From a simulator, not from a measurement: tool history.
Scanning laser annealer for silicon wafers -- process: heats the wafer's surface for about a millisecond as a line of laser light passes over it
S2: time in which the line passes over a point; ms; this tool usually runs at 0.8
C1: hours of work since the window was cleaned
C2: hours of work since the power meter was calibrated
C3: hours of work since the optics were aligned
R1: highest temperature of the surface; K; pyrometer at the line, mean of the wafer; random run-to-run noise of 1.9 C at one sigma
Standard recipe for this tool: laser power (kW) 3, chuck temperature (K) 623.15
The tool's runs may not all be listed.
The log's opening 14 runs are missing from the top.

-- hour=103.1 laser's power meter calibrated
run 15 hour=109.6 | laser_power_(kW)=3.004 S2=0.8 chuck_temperature_(K)=638.15 | C1=75 C2=3 C3=1453 | R1=1445.15
run 16 hour=116.4 | laser_power_(kW)=3 S2=0.8 chuck_temperature_(K)=623.15 | C1=79 C2=7 C3=1456 | R1=1434.15
-- hour=123.3 laser's power meter calibrated, once more
run 17 hour=127.3 | laser_power_(kW)=3 S2=0.8 chuck_temperature_(K)=642.15 | C1=83 C2=2 C3=1460 | R1=1448.15
run 18 hour=136.5 | laser_power_(kW)=3 S2=0.8 chuck_temperature_(K)=642.15 | C1=87 C2=7 C3=1465 | R1=1451.15
run 19 hour=143 | laser_power_(kW)=3 S2=0.8 chuck_temperature_(K)=642.15 | C1=91 C2=10 C3=1468 | R1=1449.15
run 20 hour=147.9 | laser_power_(kW)=3 S2=0.8 chuck_temperature_(K)=642.15 | C1=93 C2=13 C3=1471 | R1=1449.15
run 21 hour=156.4 | laser_power_(kW)=3 S2=0.8 chuck_temperature_(K)=642.15 | C1=98 C2=17 C3=1475 | R1=1449.15
run 22 hour=165.8 | laser_power_(kW)=3 S2=0.895 chuck_temperature_(K)=652.15 | C1=102 C2=22 C3=1480 | R1=1496.15
run 23 hour=176.9 | laser_power_(kW)=2.679 S2=0.895 chuck_temperature_(K)=594.15 | C1=108 C2=27 C3=1486 | R1=1335.15
run 24 hour=188 | laser_power_(kW)=2.625 S2=0.597 chuck_temperature_(K)=594.15 | C1=114 C2=33 C3=1491 | R1=1195.15
run 25 hour=193.9 | laser_power_(kW)=2.625 S2=0.597 chuck_temperature_(K)=594.15 | C1=117 C2=36 C3=1494 | R1=1196.15
run 26 hour=203 | laser_power_(kW)=2.625 S2=0.788 chuck_temperature_(K)=620.15 | C1=121 C2=41 C3=1499 | R1=1300.15
run 27 hour=213.9 | laser_power_(kW)=3 S2=0.888 chuck_temperature_(K)=661.15 | C1=127 C2=46 C3=1505 | R1=1501.15
run 28 hour=224.6 | laser_power_(kW)=2.932 S2=0.8 chuck_temperature_(K)=597.15 | C1=132 C2=52 C3=1510 | R1=1375.15
run 29 hour=233.5 | laser_power_(kW)=3 S2=0.8 chuck_temperature_(K)=645.15 | C1=137 C2=56 C3=1514 | R1=1448.15
run 30 hour=238.4 | laser_power_(kW)=3 S2=0.693 chuck_temperature_(K)=623.15 | C1=139 C2=59 C3=1517 | R1=1374.15
run 31 hour=249.1 | laser_power_(kW)=2.804 S2=0.693 chuck_temperature_(K)=651.15 | C1=145 C2=64 C3=1522 | R1=1346.15
run 32 hour=259.7 | laser_power_(kW)=2.804 S2=0.693 chuck_temperature_(K)=651.15 | C1=150 C2=69 C3=1528 | R1=1346.15
run 33 hour=271.2 | laser_power_(kW)=2.804 S2=0.693 chuck_temperature_(K)=595.15 | C1=156 C2=75 C3=1534 | R1=1288.15
run 34 hour=280.5 | laser_power_(kW)=2.799 S2=0.897 chuck_temperature_(K)=597.15 | C1=161 C2=80 C3=1538 | R1=1380.15
run 35 hour=290.1 | laser_power_(kW)=2.799 S2=0.897 chuck_temperature_(K)=597.15 | C1=166 C2=85 C3=1543 | R1=1376.15
run 36 hour=299.9 | laser_power_(kW)=2.799 S2=0.897 chuck_temperature_(K)=597.15 | C1=171 C2=90 C3=1548 | R1=1374.15

Alternative continuations, all from the tool just after run 36; predict every row:
run A hour=309 | laser_power_(kW)=3 S2=0.8 chuck_temperature_(K)=656.15 | C1=175 C2=95 C3=1553 | R1=?
run B hour=309 | laser_power_(kW)=2.925 S2=0.9 chuck_temperature_(K)=642.15 | C1=175 C2=95 C3=1553 | R1=?
run C hour=309 | laser_power_(kW)=2.71 S2=0.721 chuck_temperature_(K)=625.15 | C1=175 C2=95 C3=1553 | R1=?

run=A R1=1458.15
run=B R1=1468.15
run=C R1=1300.15
Without the tool's hidden state the same runs would have given:
run=A R1=1475.15
run=B R1=1485.15
run=C R1=1315.15

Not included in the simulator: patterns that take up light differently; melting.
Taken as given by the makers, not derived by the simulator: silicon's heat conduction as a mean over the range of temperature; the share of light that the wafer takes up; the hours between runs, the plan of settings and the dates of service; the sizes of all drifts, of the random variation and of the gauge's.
